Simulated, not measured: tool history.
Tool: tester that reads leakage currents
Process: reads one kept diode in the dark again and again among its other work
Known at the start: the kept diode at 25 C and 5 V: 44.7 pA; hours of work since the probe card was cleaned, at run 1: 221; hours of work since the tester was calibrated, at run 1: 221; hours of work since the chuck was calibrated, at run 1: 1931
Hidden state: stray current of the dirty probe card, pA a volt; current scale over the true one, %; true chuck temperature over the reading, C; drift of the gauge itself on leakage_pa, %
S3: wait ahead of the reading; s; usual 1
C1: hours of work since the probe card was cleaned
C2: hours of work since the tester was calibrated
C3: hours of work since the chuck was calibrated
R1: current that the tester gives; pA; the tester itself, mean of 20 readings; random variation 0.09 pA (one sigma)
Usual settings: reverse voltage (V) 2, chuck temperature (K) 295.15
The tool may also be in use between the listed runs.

{"run": 1, "hour": 0.0, "reverse voltage (V)": 2, "chuck temperature (K)": 295.15, "S3": 1, "C1": 221, "C2": 221, "C3": 1931, "R1": 27.88}
{"run": 2, "hour": 46.7, "reverse voltage (V)": 2, "chuck temperature (K)": 295.15, "S3": 0.69, "C1": 246, "C2": 246, "C3": 1956, "R1": 28.12}
{"run": 3, "hour": 106.1, "reverse voltage (V)": 2, "chuck temperature (K)": 295.15, "S3": 0.69, "C1": 278, "C2": 278, "C3": 1988, "R1": 28.19}
{"run": 4, "hour": 171.7, "reverse voltage (V)": 2, "chuck temperature (K)": 295.15, "S3": 0.69, "C1": 313, "C2": 313, "C3": 2023, "R1": 28.25}
{"hour": 220.7, "done": "chuck's temperature calibrated"}
{"run": 5, "hour": 262.4, "reverse voltage (V)": 2, "chuck temperature (K)": 295.15, "S3": 0.69, "C1": 361, "C2": 361, "C3": 22, "R1": 25.4}
{"run": 6, "hour": 332.6, "reverse voltage (V)": 2, "chuck temperature (K)": 295.15, "S3": 1, "C1": 398, "C2": 398, "C3": 60, "R1": 25.27}
{"hour": 340.8, "done": "tester calibrated"}
{"run": 7, "hour": 389.8, "reverse voltage (V)": 2, "chuck temperature (K)": 295.15, "S3": 1, "C1": 428, "C2": 26, "C3": 90, "R1": 25.38}
{"run": 8, "hour": 452.6, "reverse voltage (V)": 19.3, "chuck temperature (K)": 295.15, "S3": 1, "C1": 462, "C2": 60, "C3": 123, "R1": 69.91}
{"run": 9, "hour": 505.2, "reverse voltage (V)": 4.24, "chuck temperature (K)": 295.15, "S3": 0.43, "C1": 490, "C2": 88, "C3": 152, "R1": 36.46}
{"run": 10, "hour": 605.2, "reverse voltage (V)": 18.35, "chuck temperature (K)": 295.15, "S3": 0.83, "C1": 543, "C2": 142, "C3": 205, "R1": 70.28}
{"run": 11, "hour": 685.4, "reverse voltage (V)": 2, "chuck temperature (K)": 295.15, "S3": 1.76, "C1": 587, "C2": 185, "C3": 248, "R1": 25.54}
{"run": 12, "hour": 736.0, "reverse voltage (V)": 2, "chuck temperature (K)": 295.15, "S3": 0.39, "C1": 614, "C2": 212, "C3": 275, "R1": 26.38}

Forecast each of these 4 alternatives for the next run:
{"run": "A", "hour": 795.2, "reverse voltage (V)": 5.54, "chuck temperature (K)": 295.15, "S3": 0.59, "C1": 645, "C2": 244, "C3": 307, "R1": "?"}
{"run": "B", "hour": 795.2, "reverse voltage (V)": 3.08, "chuck temperature (K)": 295.15, "S3": 1, "C1": 645, "C2": 244, "C3": 307, "R1": "?"}
{"run": "C", "hour": 795.2, "reverse voltage (V)": 2, "chuck temperature (K)": 322.15, "S3": 6.09, "C1": 645, "C2": 244, "C3": 307, "R1": "?"}
{"run": "D", "hour": 795.2, "reverse voltage (V)": 5.06, "chuck temperature (K)": 330.15, "S3": 2.67, "C1": 645, "C2": 244, "C3": 307, "R1": "?"}

run=A R1=41.23
run=B R1=30.92
run=C R1=162.75
run=D R1=390.62
Without the tool's hidden state the same runs would have given:
run=A R1=39.46
run=B R1=29.87
run=C R1=161.19
run=D R1=387.03
